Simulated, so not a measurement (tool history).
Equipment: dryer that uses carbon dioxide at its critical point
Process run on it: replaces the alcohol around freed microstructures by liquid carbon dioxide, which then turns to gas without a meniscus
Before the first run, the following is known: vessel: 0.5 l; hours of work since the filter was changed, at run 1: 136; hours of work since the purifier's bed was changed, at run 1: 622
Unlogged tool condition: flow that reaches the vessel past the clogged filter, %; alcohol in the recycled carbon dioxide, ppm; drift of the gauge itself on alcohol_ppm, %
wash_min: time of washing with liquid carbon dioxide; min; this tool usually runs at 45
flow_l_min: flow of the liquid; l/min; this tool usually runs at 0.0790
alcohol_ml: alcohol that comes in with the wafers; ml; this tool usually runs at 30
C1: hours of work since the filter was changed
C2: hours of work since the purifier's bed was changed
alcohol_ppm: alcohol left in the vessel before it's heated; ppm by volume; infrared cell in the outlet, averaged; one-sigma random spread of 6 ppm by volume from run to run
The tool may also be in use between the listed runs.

run 1 hour=0.0 | wash_min=45 flow_l_min=0.0790 alcohol_ml=30 | C1=136 C2=622 | alcohol_ppm=318
run 2 hour=47.3 | wash_min=45 flow_l_min=0.0790 alcohol_ml=30 | C1=159 C2=645 | alcohol_ppm=342
run 3 hour=85.0 | wash_min=45 flow_l_min=0.0790 alcohol_ml=30 | C1=177 C2=663 | alcohol_ppm=342
run 4 hour=115.7 | wash_min=47 flow_l_min=0.0790 alcohol_ml=30 | C1=192 C2=678 | alcohol_ppm=293
run 5 hour=145.5 | wash_min=41 flow_l_min=0.0790 alcohol_ml=30 | C1=207 C2=692 | alcohol_ppm=560
run 6 hour=171.2 | wash_min=41 flow_l_min=0.0790 alcohol_ml=30 | C1=219 C2=705 | alcohol_ppm=597
-- hour=188.1 purifier's bed changed
run 7 hour=209.1 | wash_min=45 flow_l_min=0.0790 alcohol_ml=100 | C1=236 C2=10 | alcohol_ppm=1147
run 8 hour=247.6 | wash_min=45 flow_l_min=0.0790 alcohol_ml=100 | C1=255 C2=29 | alcohol_ppm=1133
run 9 hour=289.8 | wash_min=45 flow_l_min=0.0790 alcohol_ml=100 | C1=275 C2=49 | alcohol_ppm=1230
run 10 hour=320.1 | wash_min=45 flow_l_min=0.0790 alcohol_ml=100 | C1=290 C2=64 | alcohol_ppm=1246
run 11 hour=366.1 | wash_min=45 flow_l_min=0.0790 alcohol_ml=100 | C1=312 C2=86 | alcohol_ppm=1321
run 12 hour=405.0 | wash_min=45 flow_l_min=0.0790 alcohol_ml=100 | C1=331 C2=105 | alcohol_ppm=1345
run 13 hour=442.9 | wash_min=56 flow_l_min=0.0790 alcohol_ml=30 | C1=349 C2=123 | alcohol_ppm=133
-- hour=498.1 inlet filter changed
run 14 hour=498.1 | wash_min=56 flow_l_min=0.0790 alcohol_ml=30 | C1=0 C2=150 | alcohol_ppm=77
run 15 hour=548.1 | wash_min=56 flow_l_min=0.0790 alcohol_ml=30 | C1=24 C2=174 | alcohol_ppm=75
run 16 hour=598.8 | wash_min=45 flow_l_min=0.0790 alcohol_ml=30 | C1=49 C2=198 | alcohol_ppm=265
run 17 hour=634.4 | wash_min=45 flow_l_min=0.1198 alcohol_ml=30 | C1=66 C2=216 | alcohol_ppm=27
run 18 hour=674.1 | wash_min=45 flow_l_min=0.1198 alcohol_ml=30 | C1=85 C2=235 | alcohol_ppm=45
run 19 hour=724.8 | wash_min=45 flow_l_min=0.1198 alcohol_ml=30 | C1=110 C2=259 | alcohol_ppm=37
run 20 hour=753.5 | wash_min=45 flow_l_min=0.1198 alcohol_ml=30 | C1=124 C2=273 | alcohol_ppm=44
run 21 hour=792.2 | wash_min=45 flow_l_min=0.1198 alcohol_ml=30 | C1=142 C2=292 | alcohol_ppm=39
run 22 hour=827.3 | wash_min=45 flow_l_min=0.1198 alcohol_ml=30 | C1=159 C2=309 | alcohol_ppm=43
run 23 hour=882.0 | wash_min=45 flow_l_min=0.1198 alcohol_ml=30 | C1=186 C2=335 | alcohol_ppm=54
run 24 hour=928.9 | wash_min=45 flow_l_min=0.0955 alcohol_ml=52 | C1=208 C2=358 | alcohol_ppm=200
run 25 hour=955.7 | wash_min=45 flow_l_min=0.0536 alcohol_ml=34 | C1=221 C2=371 | alcohol_ppm=2046
run 26 hour=995.8 | wash_min=45 flow_l_min=0.0536 alcohol_ml=34 | C1=241 C2=390 | alcohol_ppm=2036
run 27 hour=1032.7 | wash_min=45 flow_l_min=0.0536 alcohol_ml=34 | C1=259 C2=408 | alcohol_ppm=2096
run 28 hour=1083.9 | wash_min=53 flow_l_min=0.0774 alcohol_ml=30 | C1=283 C2=433 | alcohol_ppm=200
run 29 hour=1110.0 | wash_min=45 flow_l_min=0.0988 alcohol_ml=79 | C1=296 C2=446 | alcohol_ppm=290
run 30 hour=1139.0 | wash_min=56 flow_l_min=0.0875 alcohol_ml=94 | C1=310 C2=460 | alcohol_ppm=204
run 31 hour=1183.3 | wash_min=56 flow_l_min=0.0851 alcohol_ml=94 | C1=332 C2=481 | alcohol_ppm=253
run 32 hour=1217.7 | wash_min=35 flow_l_min=0.0830 alcohol_ml=116 | C1=348 C2=498 | alcohol_ppm=3976
run 33 hour=1267.8 | wash_min=38 flow_l_min=0.1176 alcohol_ml=30 | C1=373 C2=522 | alcohol_ppm=138
-- hour=1276.4 inlet filter changed
run 34 hour=1291.5 | wash_min=55 flow_l_min=0.1176 alcohol_ml=30 | C1=7 C2=533 | alcohol_ppm=42
run 35 hour=1319.1 | wash_min=55 flow_l_min=0.1176 alcohol_ml=30 | C1=21 C2=546 | alcohol_ppm=41
run 36 hour=1371.1 | wash_min=57 flow_l_min=0.0697 alcohol_ml=24 | C1=46 C2=572 | alcohol_ppm=142
run 37 hour=1422.2 | wash_min=62 flow_l_min=0.0697 alcohol_ml=113 | C1=71 C2=596 | alcohol_ppm=340
run 38 hour=1454.0 | wash_min=44 flow_l_min=0.0659 alcohol_ml=32 | C1=86 C2=612 | alcohol_ppm=793
run 39 hour=1499.0 | wash_min=38 flow_l_min=0.0790 alcohol_ml=30 | C1=108 C2=633 | alcohol_ppm=654
run 40 hour=1544.5 | wash_min=45 flow_l_min=0.0755 alcohol_ml=64 | C1=130 C2=655 | alcohol_ppm=804
run 41 hour=1581.1 | wash_min=45 flow_l_min=0.0755 alcohol_ml=64 | C1=147 C2=673 | alcohol_ppm=836
run 42 hour=1628.4 | wash_min=53 flow_l_min=0.0695 alcohol_ml=33 | C1=170 C2=696 | alcohol_ppm=334
-- hour=1664.2 purifier's bed changed
run 43 hour=1677.9 | wash_min=53 flow_l_min=0.0695 alcohol_ml=33 | C1=193 C2=7 | alcohol_ppm=290
run 44 hour=1709.1 | wash_min=72 flow_l_min=0.0790 alcohol_ml=73 | C1=208 C2=22 | alcohol_ppm=36
run 45 hour=1749.7 | wash_min=55 flow_l_min=0.0517 alcohol_ml=68 | C1=228 C2=41 | alcohol_ppm=2223
run 46 hour=1801.5 | wash_min=31 flow_l_min=0.0480 alcohol_ml=89 | C1=253 C2=66 | alcohol_ppm=20788

Hidden state or all else? Some run-to-run changes of alcohol_ppm, split into what the settings, what came in and random variation would give without the hidden state, and what is left for the hidden state (with any gauge scatter that isn't in both results):
Run 31 -> 32: wash_min 56 -> 35, flow_l_min 0.0851 -> 0.0830, alcohol_ml 94 -> 116. alcohol_ppm +3723 ppm by volume: hidden state +1406, all else +2317.
Run 32 -> 33: wash_min 35 -> 38, flow_l_min 0.0830 -> 0.1176, alcohol_ml 116 -> 30. alcohol_ppm -3838 ppm by volume: hidden state -1454, all else -2384.
Run 45 -> 46: wash_min 55 -> 31, flow_l_min 0.0517 -> 0.0480, alcohol_ml 68 -> 89. alcohol_ppm +18565 ppm by volume: hidden state +2870, all else +15695.

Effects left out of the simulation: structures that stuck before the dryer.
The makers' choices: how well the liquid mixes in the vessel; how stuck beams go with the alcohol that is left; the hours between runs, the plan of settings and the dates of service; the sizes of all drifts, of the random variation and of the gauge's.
